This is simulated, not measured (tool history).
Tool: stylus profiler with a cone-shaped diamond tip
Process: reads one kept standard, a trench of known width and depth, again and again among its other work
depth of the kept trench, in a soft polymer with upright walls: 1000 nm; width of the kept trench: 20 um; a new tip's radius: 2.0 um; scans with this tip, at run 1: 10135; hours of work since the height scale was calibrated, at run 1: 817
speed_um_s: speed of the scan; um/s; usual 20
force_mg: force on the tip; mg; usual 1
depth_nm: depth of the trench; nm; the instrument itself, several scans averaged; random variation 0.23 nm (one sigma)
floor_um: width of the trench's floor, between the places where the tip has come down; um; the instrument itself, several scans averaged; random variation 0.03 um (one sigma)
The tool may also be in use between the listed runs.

| run | hour | speed_um_s | force_mg | scans with this tip | hours of work since the height scale was calibrated | depth_nm | floor_um |
|---|---|---|---|---|---|---|---|
| 1 | 0 | 20 | 1 | 10135 | 817 | 1011.49 | 14.96 |
| 2 | 53.9 | 20 | 1 | 10457 | 843 | 1011.05 | 14.94 |
| 3 | 152.4 | 31 | 1 | 11045 | 891 | 1011.17 | 14.77 |
| 4 | 259.4 | 58 | 1 | 11684 | 942 | 1011.21 | 14.37 |
| 5 | 352.2 | 58 | 1 | 12238 | 987 | 1011.49 | 14.29 |
| 6 | 463 | 20 | 2.56 | 12900 | 1040 | 1019.61 | 14.75 |
| 7 | 544 | 20 | 2.56 | 13384 | 1079 | 1019.73 | 14.68 |
| 8 | 644.8 | 20 | 2.56 | 13986 | 1128 | 1019.75 | 14.6 |
| 9 | 726.9 | 20 | 2.56 | 14476 | 1167 | 1019.82 | 14.51 |
| 10 | 781.4 | 20 | 1 | 14801 | 1193 | 1012.02 | 14.41 |
| 11 | 843.5 | 20 | 1 | 15173 | 1223 | 1012.05 | 14.39 |
| 12 | 930.4 | 20 | 1 | 15691 | 1265 | 1011.74 | 14.29 |
| 13 | 1010.8 | 20 | 1 | 16172 | 1304 | 1012.2 | 14.26 |
| 14 | 1086.2 | 20 | 1 | 16622 | 1340 | 1011.87 | 14.23 |
| 15 | 1199.4 | 20 | 2.67 | 17298 | 1395 | 1020.99 | 14.16 |
| 16 | 1310.1 | 20 | 2.67 | 17959 | 1448 | 1021.24 | 14.14 |
| 17 | 1362.7 | 20 | 0.52 | 18273 | 1473 | 1009.21 | 14 |
| 18 | 1433.7 | 80 | 0.38 | 18698 | 1508 | 1008.23 | 12.82 |
| 19 | 1498.8 | 80 | 1.41 | 19086 | 1539 | 1014.77 | 13.48 |
| 20 | 1545.8 | 80 | 1.41 | 19367 | 1562 | 1015.27 | 13.44 |
| 21 | 1651.4 | 80 | 1.41 | 19998 | 1612 | 1015.33 | 13.38 |
| 22 | 1708.8 | 13 | 1.39 | 20341 | 1640 | 1015.06 | 13.96 |
| 23 | 1757.2 | 13 | 1.39 | 20630 | 1663 | 1015.36 | 13.87 |
| 24 | 1863.5 | 13 | 1.39 | 21264 | 1715 | 1015.36 | 13.84 |
| 25 | 1934 | 8 | 1.27 | 21686 | 1749 | 1014.73 | 13.82 |
| 26 | 2013.4 | 37 | 0.88 | 22160 | 1787 | 1012.73 | 13.42 |
| 27 | 2080.4 | 7 | 1.25 | 22560 | 1819 | 1014.89 | 13.79 |
| 28 | 2145.7 | 7 | 1.25 | 22950 | 1851 | 1014.61 | 13.69 |
|  | 2227.1 | height scale calibrated on a step standard |
| 29 | 2229.6 | 8 | 0.37 | 23448 | 1 | 1005.1 | 13.59 |
| 30 | 2333 | 19 | 0.4 | 24066 | 51 | 1005.91 | 13.4 |
| 31 | 2394.1 | 7 | 2.89 | 24430 | 80 | 1019.74 | 13.64 |
| 32 | 2488.9 | 7 | 2.89 | 24997 | 126 | 1019.66 | 13.48 |

The same runs without the tool's hidden state, with the same run-to-run variation:
The hidden state here: radius of the tip, um; height scale over the true one, %; drift of the gauge itself on depth_nm, %; drift of the gauge itself on floor_um, %.
| run | depth_nm | floor_um |
|---|---|---|
| 1 | 1009.78 | 16.31 |
| 2 | 1009.28 | 16.34 |
| 3 | 1009.29 | 16.23 |
| 4 | 1009.23 | 15.91 |
| 5 | 1009.4 | 15.9 |
| 6 | 1017.38 | 16.44 |
| 7 | 1017.41 | 16.42 |
| 8 | 1017.32 | 16.42 |
| 9 | 1017.3 | 16.38 |
| 10 | 1009.46 | 16.32 |
| 11 | 1009.42 | 16.34 |
| 12 | 1009.01 | 16.31 |
| 13 | 1009.4 | 16.33 |
| 14 | 1008.99 | 16.35 |
| 15 | 1017.97 | 16.35 |
| 16 | 1018.08 | 16.4 |
| 17 | 1006.05 | 16.29 |
| 18 | 1004.99 | 15.15 |
| 19 | 1011.45 | 15.85 |
| 20 | 1011.9 | 15.85 |
| 21 | 1011.84 | 15.85 |
| 22 | 1011.51 | 16.46 |
| 23 | 1011.76 | 16.4 |
| 24 | 1011.64 | 16.44 |
| 25 | 1010.94 | 16.47 |
| 26 | 1008.86 | 16.11 |
| 27 | 1010.93 | 16.51 |
| 28 | 1010.58 | 16.45 |
| 29 | 1004.66 | 16.41 |
| 30 | 1005.36 | 16.28 |
| 31 | 1019.11 | 16.55 |
| 32 | 1018.94 | 16.45 |
